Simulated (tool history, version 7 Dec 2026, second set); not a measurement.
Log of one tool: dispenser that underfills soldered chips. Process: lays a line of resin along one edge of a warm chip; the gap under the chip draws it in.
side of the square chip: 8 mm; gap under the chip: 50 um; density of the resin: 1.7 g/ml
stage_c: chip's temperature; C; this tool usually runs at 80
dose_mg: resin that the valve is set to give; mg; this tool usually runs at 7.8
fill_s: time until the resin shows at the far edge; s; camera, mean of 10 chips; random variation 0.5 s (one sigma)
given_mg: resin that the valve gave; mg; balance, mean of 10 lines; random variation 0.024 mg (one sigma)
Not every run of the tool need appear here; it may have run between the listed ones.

| run | hour | stage_c | dose_mg | fill_s | given_mg |
|---|---|---|---|---|---|
| 1 | 0 | 80 | 7.8 | 69.5 | 7.55 |
|  | 4.2 | new syringe of resin |
| 2 | 4.9 | 78 | 7.8 | 46.7 | 7.54 |
| 3 | 9.1 | 78 | 7.8 | 59.4 | 7.49 |
| 4 | 16 | 78 | 7.8 | 87.2 | 7.43 |
|  | 18 | new syringe of resin |
| 5 | 22 | 78 | 7.8 | 55.9 | 7.45 |
| 6 | 26.4 | 78 | 7.8 | 71.7 | 7.49 |
|  | 32 | new syringe of resin |
| 7 | 32.2 | 78 | 7.8 | 45.9 | 7.49 |
| 8 | 35.5 | 66 | 7.8 | 88.2 | 7.45 |
| 9 | 38.6 | 80 | 6.63 | 61.5 | 6.32 |

Run 10 comes next. What will it give?
|  | 45.7 | new syringe of resin |
| 10 | 46.3 | 80 | 9.45 | ? | ? |

{"run 10": {"fill_s": 41.4, "given_mg": 9.02}}
Had the tool carried no hidden state, the very same run would have given fill_s 39.1 s, given_mg 9.47 mg.
